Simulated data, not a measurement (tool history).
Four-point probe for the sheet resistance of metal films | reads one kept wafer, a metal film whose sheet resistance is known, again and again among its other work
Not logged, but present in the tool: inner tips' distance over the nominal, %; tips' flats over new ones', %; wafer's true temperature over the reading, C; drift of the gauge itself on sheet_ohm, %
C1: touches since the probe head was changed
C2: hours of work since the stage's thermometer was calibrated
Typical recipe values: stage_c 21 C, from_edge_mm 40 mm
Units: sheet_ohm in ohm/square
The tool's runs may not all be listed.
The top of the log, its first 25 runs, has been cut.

{"run": 26, "hour": 389.8, "stage_c": 20, "from_edge_mm": 5, "C1": 68613, "C2": 207, "sheet_ohm": 2.006379}
{"run": 27, "hour": 401.2, "stage_c": 27, "from_edge_mm": 40, "C1": 69227, "C2": 215, "sheet_ohm": 1.994253}
{"run": 28, "hour": 420.6, "stage_c": 21, "from_edge_mm": 8, "C1": 70266, "C2": 229, "sheet_ohm": 1.998863}
{"run": 29, "hour": 432.7, "stage_c": 19, "from_edge_mm": 3, "C1": 70922, "C2": 238, "sheet_ohm": 2.025468}
{"run": 30, "hour": 450.9, "stage_c": 21, "from_edge_mm": 4, "C1": 71898, "C2": 251, "sheet_ohm": 2.012441}
{"run": 31, "hour": 461.3, "stage_c": 21, "from_edge_mm": 4, "C1": 72456, "C2": 258, "sheet_ohm": 2.01218}
{"run": 32, "hour": 478.0, "stage_c": 21, "from_edge_mm": 4, "C1": 73357, "C2": 271, "sheet_ohm": 2.011444}
{"run": 33, "hour": 498.2, "stage_c": 33, "from_edge_mm": 37, "C1": 74442, "C2": 285, "sheet_ohm": 1.992236}
{"run": 34, "hour": 517.6, "stage_c": 24, "from_edge_mm": 6, "C1": 75488, "C2": 299, "sheet_ohm": 2.001586}
{"run": 35, "hour": 529.4, "stage_c": 33, "from_edge_mm": 3, "C1": 76124, "C2": 308, "sheet_ohm": 2.022498}
{"run": 36, "hour": 551.3, "stage_c": 33, "from_edge_mm": 3, "C1": 77299, "C2": 324, "sheet_ohm": 2.021507}
{"run": 37, "hour": 566.1, "stage_c": 27, "from_edge_mm": 12, "C1": 78096, "C2": 334, "sheet_ohm": 1.994826}
{"run": 38, "hour": 583.1, "stage_c": 27, "from_edge_mm": 12, "C1": 79011, "C2": 347, "sheet_ohm": 1.994417}
{"run": 39, "hour": 599.4, "stage_c": 35, "from_edge_mm": 46, "C1": 79889, "C2": 358, "sheet_ohm": 1.991163}
{"run": 40, "hour": 608.9, "stage_c": 35, "from_edge_mm": 46, "C1": 80400, "C2": 365, "sheet_ohm": 1.991252}
{"run": 41, "hour": 621.8, "stage_c": 22, "from_edge_mm": 4, "C1": 81095, "C2": 375, "sheet_ohm": 2.00937}
{"run": 42, "hour": 644.1, "stage_c": 19, "from_edge_mm": 3, "C1": 82297, "C2": 391, "sheet_ohm": 2.023315}
{"run": 43, "hour": 662.9, "stage_c": 25, "from_edge_mm": 8, "C1": 83304, "C2": 404, "sheet_ohm": 1.996781}

Below are 3 alternative next runs, each starting from the tool's condition after run 43. Predict each:
{"run": "A", "hour": 683.3, "stage_c": 22, "from_edge_mm": 17, "C1": 84401, "C2": 419, "sheet_ohm": "?"}
{"run": "B", "hour": 683.3, "stage_c": 29, "from_edge_mm": 8, "C1": 84401, "C2": 419, "sheet_ohm": "?"}
{"run": "C", "hour": 683.3, "stage_c": 30, "from_edge_mm": 50, "C1": 84401, "C2": 419, "sheet_ohm": "?"}

run=A sheet_ohm=1.993854
run=B sheet_ohm=1.995793
run=C sheet_ohm=1.990994
Stripped of hidden state, with their random variation kept, the same runs would have yielded:
run=A sheet_ohm=2.010598
run=B sheet_ohm=2.012529
run=C sheet_ohm=2.007689

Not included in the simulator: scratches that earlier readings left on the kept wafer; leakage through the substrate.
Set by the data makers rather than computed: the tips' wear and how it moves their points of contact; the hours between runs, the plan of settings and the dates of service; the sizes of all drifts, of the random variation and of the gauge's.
